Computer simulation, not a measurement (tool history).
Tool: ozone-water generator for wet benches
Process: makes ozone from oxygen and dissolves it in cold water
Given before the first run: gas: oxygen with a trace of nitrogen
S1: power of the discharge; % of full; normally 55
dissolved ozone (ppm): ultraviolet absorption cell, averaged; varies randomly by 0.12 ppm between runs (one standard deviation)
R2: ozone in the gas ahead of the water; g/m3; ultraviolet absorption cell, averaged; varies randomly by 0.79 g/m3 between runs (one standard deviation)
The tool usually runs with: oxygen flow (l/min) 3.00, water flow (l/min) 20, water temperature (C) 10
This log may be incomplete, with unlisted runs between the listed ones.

{"run": 1, "hour": 0.0, "S1": 55, "oxygen flow (l/min)": 3.0, "water flow (l/min)": 20, "water temperature (C)": 10, "dissolved ozone (ppm)": 11.6, "R2": 122.9}
{"run": 2, "hour": 16.6, "S1": 55, "oxygen flow (l/min)": 3.0, "water flow (l/min)": 20, "water temperature (C)": 10, "dissolved ozone (ppm)": 11.6, "R2": 121.9}
{"run": 3, "hour": 37.7, "S1": 55, "oxygen flow (l/min)": 3.0, "water flow (l/min)": 20, "water temperature (C)": 10, "dissolved ozone (ppm)": 11.5, "R2": 121.9}
{"run": 4, "hour": 64.6, "S1": 55, "oxygen flow (l/min)": 3.0, "water flow (l/min)": 20, "water temperature (C)": 10, "dissolved ozone (ppm)": 11.3, "R2": 121.3}
{"run": 5, "hour": 98.1, "S1": 55, "oxygen flow (l/min)": 3.0, "water flow (l/min)": 20, "water temperature (C)": 10, "dissolved ozone (ppm)": 11.6, "R2": 121.7}
{"run": 6, "hour": 130.6, "S1": 55, "oxygen flow (l/min)": 3.0, "water flow (l/min)": 20, "water temperature (C)": 10, "dissolved ozone (ppm)": 11.7, "R2": 121.9}
{"run": 7, "hour": 154.8, "S1": 55, "oxygen flow (l/min)": 3.0, "water flow (l/min)": 20, "water temperature (C)": 10, "dissolved ozone (ppm)": 11.6, "R2": 121.7}
{"run": 8, "hour": 180.2, "S1": 55, "oxygen flow (l/min)": 3.0, "water flow (l/min)": 20, "water temperature (C)": 10, "dissolved ozone (ppm)": 11.4, "R2": 122.1}
{"run": 9, "hour": 200.8, "S1": 55, "oxygen flow (l/min)": 3.0, "water flow (l/min)": 20, "water temperature (C)": 10, "dissolved ozone (ppm)": 11.5, "R2": 122.2}
{"run": 10, "hour": 219.1, "S1": 55, "oxygen flow (l/min)": 3.0, "water flow (l/min)": 20, "water temperature (C)": 10, "dissolved ozone (ppm)": 11.4, "R2": 121.7}
{"run": 11, "hour": 250.9, "S1": 55, "oxygen flow (l/min)": 3.0, "water flow (l/min)": 20, "water temperature (C)": 10, "dissolved ozone (ppm)": 11.6, "R2": 121.0}

Predict each of these 3 candidate next runs independently; none follows another, all start after run 11:
{"run": "A", "hour": 268.1, "S1": 55, "oxygen flow (l/min)": 3.0, "water flow (l/min)": 18, "water temperature (C)": 10, "dissolved ozone (ppm)": "?", "R2": "?"}
{"run": "B", "hour": 268.1, "S1": 57, "oxygen flow (l/min)": 4.23, "water flow (l/min)": 20, "water temperature (C)": 16, "dissolved ozone (ppm)": "?", "R2": "?"}
{"run": "C", "hour": 268.1, "S1": 91, "oxygen flow (l/min)": 3.0, "water flow (l/min)": 15, "water temperature (C)": 7, "dissolved ozone (ppm)": "?", "R2": "?"}

run=A dissolved_ozone_(ppm)=12.4 R2=121.9
run=B dissolved_ozone_(ppm)=11.3 R2=100.1
run=C dissolved_ozone_(ppm)=23.8 R2=189.9
Without the tool's hidden state the same runs would have given:
run=A dissolved_ozone_(ppm)=12.4 R2=121.9
run=B dissolved_ozone_(ppm)=11.3 R2=100.1
run=C dissolved_ozone_(ppm)=23.8 R2=189.9

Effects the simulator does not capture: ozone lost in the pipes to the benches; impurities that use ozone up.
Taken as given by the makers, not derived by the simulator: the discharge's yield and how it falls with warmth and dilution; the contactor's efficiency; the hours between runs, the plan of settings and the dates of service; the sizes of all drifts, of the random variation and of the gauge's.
